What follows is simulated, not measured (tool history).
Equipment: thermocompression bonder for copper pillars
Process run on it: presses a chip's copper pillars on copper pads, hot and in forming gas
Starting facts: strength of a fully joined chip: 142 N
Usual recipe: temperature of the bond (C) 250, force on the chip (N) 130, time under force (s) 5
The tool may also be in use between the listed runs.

run    hour  temperature of the bond (C)  force on the chip (N)  time under force (s)  force that shears a chip off (N)
  1       0                          250                    130                     5                              86.2
  2    44.1                          250                    130                     5                              84.6
  3   113.3                          250                    130                     5                              84.5
  4   157.9                          250                    130                     5                              83.6
  5   246.7                          250                    130                     5                              81.3
      288.9  -- forming gas filter changed
  6   299.1                          250                    130                     5                                86
  7   350.7                          250                    130                     4                              78.5
  8   437.6                          261                    130                     5                              92.7
      446.6  -- force cell calibrated
  9   481.6                          261                    130                     5                              89.9
 10   540.2                          261                    130                     5                              89.5
 11   598.1                          261                    130                     5                              86.8
      608.8  -- force cell calibrated, once more
 12   665.2                          276                    162                     3                             101.2
 13   729.1                          254                    100                     6                              72.3
      773.2  -- forming gas filter changed
 14   781.1                          235                    100                     3                              48.7
 15   864.1                          250                     89                    14                              88.9
 16   913.4                          276                    169                     3                             106.2
 17   983.9                          273                    130                     4                              94.9
     1019.8  -- heater calibrated with a thermocouple chip
 18  1050.9                          273                    101                     5                              91.6
 19  1111.6                          273                    101                     5                              91.4
 20  1187.9                          257                     79                     3                              52.1
 21  1232.2                          257                     79                     3                              52.2

Here are 3 independent what-if runs from the current tool condition. What would each one return?
     1261.6  -- forming gas filter changed
  A  1309.2                          251                    120                     6                                 ?
     1261.6  -- forming gas filter changed
  B  1309.2                          264                     79                     3                                 ?
     1261.6  -- forming gas filter changed
  C  1309.2                          280                     79                     3                                 ?

run  force that shears a chip off (N)
  A                              91.7
  B                              61.2
  C                              70.7
With the hidden condition removed and each run's random variation left untouched, the same runs would have given:
run  force that shears a chip off (N)
  A                              95.9
  B                              64.7
  C                              74.4
